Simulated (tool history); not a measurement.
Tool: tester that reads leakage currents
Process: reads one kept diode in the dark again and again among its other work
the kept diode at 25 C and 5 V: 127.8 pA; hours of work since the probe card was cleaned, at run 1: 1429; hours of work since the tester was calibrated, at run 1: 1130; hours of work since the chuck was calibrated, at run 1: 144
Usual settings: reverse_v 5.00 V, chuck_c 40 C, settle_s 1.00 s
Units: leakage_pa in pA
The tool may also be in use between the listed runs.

run    hour  reverse_v  chuck_c  settle_s  hours of work since the probe card was cleaned  hours of work since the tester was calibrated  hours of work since the chuck was calibrated  leakage_pa
  1     0.0       5.00       40      1.00                                            1429                                           1130                                           144      431.43
  2   153.9       5.00       40      1.00                                            1533                                           1233                                           247      421.81
  3   338.1       2.59       40      1.00                                            1657                                           1357                                           371      278.77
  4   547.9       2.21       40      1.00                                            1798                                           1499                                           512      247.24
  5   685.4       2.21       31      1.00                                            1891                                           1591                                           605      118.71
  6   799.3       5.00       40      3.41                                            1967                                           1668                                           682      386.32
      829.2  -- chuck's temperature calibrated
      845.3  -- probe card cleaned and baked
  7   974.0       5.00       40      1.00                                              87                                           1782                                            95      427.44
  8  1154.1       1.12       41      1.64                                             208                                           1903                                           217      188.49
  9  1262.7       5.00       42      0.33                                             281                                           1976                                           290      481.62
 10  1380.0       5.00       45      2.56                                             360                                           2055                                           369      594.34
 11  1535.5       5.00       27      2.56                                             465                                           2160                                           473      136.51
 12  1630.0       5.00       27      2.56                                             528                                           2224                                           537      134.96
 13  1827.6       7.16       26      0.45                                             661                                           2357                                           670      152.68
     1864.8  -- chuck's temperature calibrated
 14  2023.2       1.28       37      0.34                                             792                                           2487                                           107      153.72

Hidden state at the last listed run before each entry between runs and at the first one after, where it differs:
Between runs 6 and 7: chuck's temperature calibrated (hour 829.2); probe card cleaned and baked (hour 845.3)
  stray current of the dirty probe card, pA a volt: 0.805 -> 0.057; current scale over the true one, %: -0.5 -> -0.54; true chuck temperature over the reading, C: -1.64 -> -0.19
  measured less the result without the state, leakage_pa: -50.59 -> -8.44 pA
Between runs 13 and 14: chuck's temperature calibrated (hour 1864.8)
  stray current of the dirty probe card, pA a volt: 0.292 -> 0.346; current scale over the true one, %: -0.73 -> -0.77; true chuck temperature over the reading, C: -1.8 -> -0.23
  measured less the result without the state, leakage_pa: -23.83 -> -3.55 pA

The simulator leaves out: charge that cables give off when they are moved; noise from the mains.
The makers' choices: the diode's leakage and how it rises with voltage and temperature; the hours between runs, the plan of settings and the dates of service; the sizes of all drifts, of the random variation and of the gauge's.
